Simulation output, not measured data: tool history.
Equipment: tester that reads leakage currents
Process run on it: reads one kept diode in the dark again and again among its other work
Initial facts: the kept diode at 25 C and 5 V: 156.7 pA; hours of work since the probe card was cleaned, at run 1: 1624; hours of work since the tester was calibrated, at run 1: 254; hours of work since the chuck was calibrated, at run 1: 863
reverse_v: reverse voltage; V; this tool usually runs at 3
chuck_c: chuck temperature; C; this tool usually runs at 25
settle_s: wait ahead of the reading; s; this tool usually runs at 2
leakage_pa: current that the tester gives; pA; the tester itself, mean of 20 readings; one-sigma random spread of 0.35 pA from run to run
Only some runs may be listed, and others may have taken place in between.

run    hour  reverse_v  chuck_c  settle_s  hours of work since the probe card was cleaned  hours of work since the tester was calibrated  hours of work since the chuck was calibrated  leakage_pa
  1       0          3       25         2                                            1624                                            254                                           863       132.8
  2    26.3          3       25         2                                            1636                                            265                                           875      132.92
       66.4  -- chuck's temperature calibrated
  3    68.5        1.1       25         2                                            1654                                            284                                             1       68.31
  4   119.3          3       53         2                                            1677                                            306                                            24     1275.78
  5   151.4          3       53         2                                            1691                                            321                                            38     1276.55
  6   202.9          3       53         2                                            1714                                            344                                            61     1277.31
  7   252.7          3       25      0.59                                            1736                                            366                                            84      124.83
  8   298.2          3       25      0.59                                            1757                                            387                                           104      124.98
  9   352.8          3       25      0.59                                            1781                                            411                                           128      125.77
 10   396.3       5.43       25         2                                            1801                                            431                                           148      176.57
 11     451          3       25         2                                            1825                                            455                                           173      125.33
 12   490.9          3       25         2                                            1843                                            473                                           190      126.27
 13   538.8          3       25         2                                            1865                                            494                                           212      126.93
 14   576.1          3       25         2                                            1881                                            511                                           229      126.87
 15   608.5          3       25         2                                            1896                                            526                                           243      126.94
 16   664.2       4.35       25         2                                            1921                                            551                                           268      158.72
 17     718          3       25         2                                            1945                                            575                                           292      127.59
 18   773.1          3       21         2                                            1970                                            600                                           317       89.61
 19   828.7          3       25         2                                            1995                                            624                                           342      129.29
 20   857.2          3       25      5.48                                            2008                                            637                                           355      129.36
 21   890.1          3       25      5.48                                            2022                                            652                                           369      128.66
 22   916.6          3       25      5.48                                            2034                                            664                                           381      129.39
 23     975      15.61       27      0.37                                            2060                                            690                                           408      414.64
 24   999.7          3       25      1.11                                            2071                                            701                                           419      130.16
 25  1027.6      14.22       45      2.56                                            2084                                            714                                           431     1749.34
 26  1053.2       1.81       27      2.83                                            2095                                            725                                           443      115.89
 27    1091       1.81       27      2.83                                            2112                                            742                                           460      115.93
 28  1116.5       5.45       27      0.68                                            2124                                            754                                           471      223.68
 29  1172.5       5.45       27      0.68                                            2149                                            779                                           496      224.07
 30  1220.3       5.45       27      0.68                                            2170                                            800                                           518      224.45
 31  1264.1       5.45       27      0.68                                            2190                                            820                                           537      224.41
 32  1313.7      16.37       25         2                                            2212                                            842                                           559      364.99
 33  1359.7      16.37       25         2                                            2233                                            863                                           580      364.72
 34  1403.4       6.07       31      4.14                                            2253                                            882                                           600      340.65
 35  1442.6        3.2       56      0.58                                            2270                                            900                                           617     1756.81
 36  1480.9       7.11       25      4.33                                            2287                                            917                                           634      222.96
 37  1539.3       7.11       25      4.33                                            2313                                            943                                           661      223.74
 38    1577        4.8       22         2                                            2330                                            960                                           678      137.11
 39  1615.7       4.39       42         2                                            2348                                            978                                           695      716.42
 40    1643          3       57      6.26                                            2360                                            990                                           707      1840.6
 41  1689.6       3.08       57      1.31                                            2381                                           1011                                           728     1875.52

What would each run have given without the hidden state, its run-to-run variation left as it was?
Hidden state present: stray current of the dirty probe card, pA a volt; current scale over the true one, %; true chuck temperature over the reading, C; drift of the gauge itself on leakage_pa, %.
run  leakage_pa
  1      117.09
  2      117.01
  3       65.54
  4     1244.32
  5      1243.4
  6     1241.34
  7      117.42
  8      117.25
  9       117.6
 10      163.26
 11      116.47
 12      117.08
 13      117.36
 14      117.04
 15      116.86
 16       144.9
 17      116.72
 18       80.49
 19      117.51
 20      117.35
 21      116.47
 22      116.95
 23      366.54
 24      117.11
 25     1618.34
 26      105.12
 27      104.94
 28      199.63
 29      199.34
 30      199.13
 31      198.55
 32      311.47
 33      310.32
 34      302.38
 35     1614.82
 36      192.01
 37      192.02
 38      116.53
 39      644.25
 40     1678.45
 41     1706.81
